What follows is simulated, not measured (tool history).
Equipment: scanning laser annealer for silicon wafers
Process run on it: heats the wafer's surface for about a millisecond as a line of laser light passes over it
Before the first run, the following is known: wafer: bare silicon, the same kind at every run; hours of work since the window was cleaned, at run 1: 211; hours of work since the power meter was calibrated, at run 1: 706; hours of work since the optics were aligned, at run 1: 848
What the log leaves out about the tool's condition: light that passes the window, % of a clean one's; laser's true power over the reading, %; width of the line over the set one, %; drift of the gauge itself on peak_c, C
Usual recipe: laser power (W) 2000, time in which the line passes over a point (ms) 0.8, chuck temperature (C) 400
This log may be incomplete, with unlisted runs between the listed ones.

run	hour	laser power (W)	time in which the line passes over a point (ms)	chuck temperature (C)	hours of work since the window was cleaned	hours of work since the power meter was calibrated	hours of work since the optics were aligned	highest temperature of the surface (C)
1	0	2000	0.8	400	211	706	848	1193
2	34.6	2000	0.8	400	227	723	864	1190
3	71.1	2000	0.771	400	244	740	881	1171
4	116	2000	0.771	400	265	761	903	1172
5	189.2	2000	0.771	400	300	796	937	1167
# hour 219.5: window over the wafer cleaned
6	256	2000	0.771	400	17	826	968	1198
7	324.5	2000	0.8	400	50	859	1000	1212
8	378.3	2000	0.8	400	75	884	1026	1206
9	416.3	2000	0.8	400	93	902	1044	1203
10	473.1	2000	0.8	400	120	929	1070	1203
11	536.1	2000	0.8	400	149	959	1100	1197
12	608.7	2000	0.8	400	184	993	1134	1191
13	655.7	2000	0.8	400	206	1015	1157	1189
14	719.9	2000	0.8	400	236	1045	1187	1186
15	754.6	2000	0.8	400	253	1062	1203	1183
16	802.9	2000	0.8	400	275	1085	1226	1181
17	836.7	2000	0.8	400	291	1100	1242	1182
18	879.6	2000	0.8	400	312	1121	1262	1177
# hour 885.2: window over the wafer cleaned
19	931.5	2000	0.8	364	22	1144	1286	1179
20	981.9	2000	0.591	420	46	1168	1310	1117
# hour 988.6: laser's power meter calibrated
21	1052.1	2000	0.591	420	77	30	1341	1113
22	1119.5	2000	0.592	425	109	62	1373	1113
# hour 1155.5: laser's power meter calibrated, once more
23	1166.1	2000	0.592	425	130	5	1394	1114
24	1208.5	1749	0.8	400	150	25	1414	1084
25	1247.6	1884	0.889	419	168	43	1432	1205
26	1308.9	1884	0.889	419	197	72	1461	1199
27	1342.9	2000	0.8	374	213	88	1477	1161
28	1398	2000	0.8	374	239	114	1503	1159
29	1440.9	1856	0.8	424	260	135	1523	1141
30	1499.1	1856	0.8	424	287	162	1551	1140
31	1553	2000	0.778	415	312	188	1576	1180
# hour 1558.5: window over the wafer cleaned
32	1628.6	2000	0.778	415	33	222	1611	1209
33	1685	2198	0.725	415	60	249	1638	1263
34	1756.5	2198	0.725	415	93	283	1671	1256

Predict each of these 3 candidate next runs independently; none follows another, all start after run 34:
A	1805.1	1771	0.981	425	116	306	1694	?
B	1805.1	1702	0.725	415	116	306	1694	?
C	1805.1	1899	0.846	416	116	306	1694	?

run	highest temperature of the surface (C)
A	1195
B	1046
C	1185
Had the tool no hidden state, the same runs would have come out as:
run	highest temperature of the surface (C)
A	1223
B	1070
C	1214
